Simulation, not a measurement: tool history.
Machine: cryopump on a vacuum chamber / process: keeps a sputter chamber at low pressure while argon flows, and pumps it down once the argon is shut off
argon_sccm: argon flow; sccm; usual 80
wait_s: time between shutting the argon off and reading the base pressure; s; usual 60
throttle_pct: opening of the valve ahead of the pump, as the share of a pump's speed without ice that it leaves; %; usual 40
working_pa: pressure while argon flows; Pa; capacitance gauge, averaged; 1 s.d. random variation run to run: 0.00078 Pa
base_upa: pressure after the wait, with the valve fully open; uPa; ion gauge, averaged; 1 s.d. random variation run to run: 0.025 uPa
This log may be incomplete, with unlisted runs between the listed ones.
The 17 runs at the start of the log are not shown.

| run | hour | argon_sccm | wait_s | throttle_pct | hours of work since the pump was warmed up and emptied | hours of work since the cold head was overhauled | hours of work since the chamber's fittings were tightened | working_pa | base_upa |
|---|---|---|---|---|---|---|---|---|---|
| 18 | 660.7 | 33 | 45 | 16 | 321 | 853 | 303 | 0.1567 | 1.28 |
| 19 | 689.4 | 33 | 45 | 16 | 336 | 867 | 318 | 0.1583 | 1.32 |
| 20 | 717.7 | 33 | 45 | 16 | 350 | 882 | 332 | 0.1579 | 1.23 |
| 21 | 764.8 | 33 | 45 | 16 | 374 | 906 | 356 | 0.1592 | 1.33 |
| 22 | 791.8 | 33 | 45 | 16 | 387 | 919 | 370 | 0.1574 | 1.27 |
| 23 | 826.8 | 96 | 60 | 53 | 405 | 937 | 387 | 0.1463 | 1.04 |
| 24 | 865.2 | 63 | 72 | 54 | 425 | 956 | 407 | 0.0963 | 0.96 |
| 25 | 917.0 | 63 | 72 | 54 | 451 | 983 | 433 | 0.0962 | 0.89 |
| 26 | 948.8 | 63 | 72 | 54 | 467 | 999 | 449 | 0.0957 | 0.91 |
| 27 | 1001.1 | 63 | 72 | 54 | 493 | 1025 | 476 | 0.0973 | 0.85 |
| 28 | 1026.3 | 63 | 72 | 54 | 506 | 1038 | 488 | 0.0976 | 0.92 |
| 29 | 1052.4 | 63 | 72 | 28 | 520 | 1051 | 502 | 0.1780 | 0.93 |
|  | 1083.6 | pump warmed up, emptied and cooled again |
| 30 | 1087.1 | 63 | 72 | 28 | 2 | 1066 | 517 | 0.1691 | 0.91 |
| 31 | 1122.8 | 52 | 23 | 31 | 20 | 1085 | 535 | 0.1266 | 2.37 |
| 32 | 1144.6 | 52 | 25 | 40 | 31 | 1096 | 546 | 0.0979 | 2.20 |
| 33 | 1173.5 | 121 | 43 | 50 | 46 | 1110 | 560 | 0.1825 | 1.36 |

Each row is a separate what-if for the run after 33, all from the same tool condition, not one after another. Results?
| A | 1222.6 | 158 | 220 | 28 | 70 | 1135 | 585 | ? | ? |
| B | 1222.6 | 48 | 99 | 19 | 70 | 1135 | 585 | ? | ? |
| C | 1222.6 | 80 | 87 | 39 | 70 | 1135 | 585 | ? | ? |

| run | working_pa | base_upa |
|---|---|---|
| A | 0.4273 | 0.42 |
| B | 0.1910 | 0.69 |
| C | 0.1551 | 0.81 |
Had the tool no hidden state, the same runs would have come out as:
| run | working_pa | base_upa |
|---|---|---|
| A | 0.4225 | 0.34 |
| B | 0.1895 | 0.62 |
| C | 0.1527 | 0.73 |
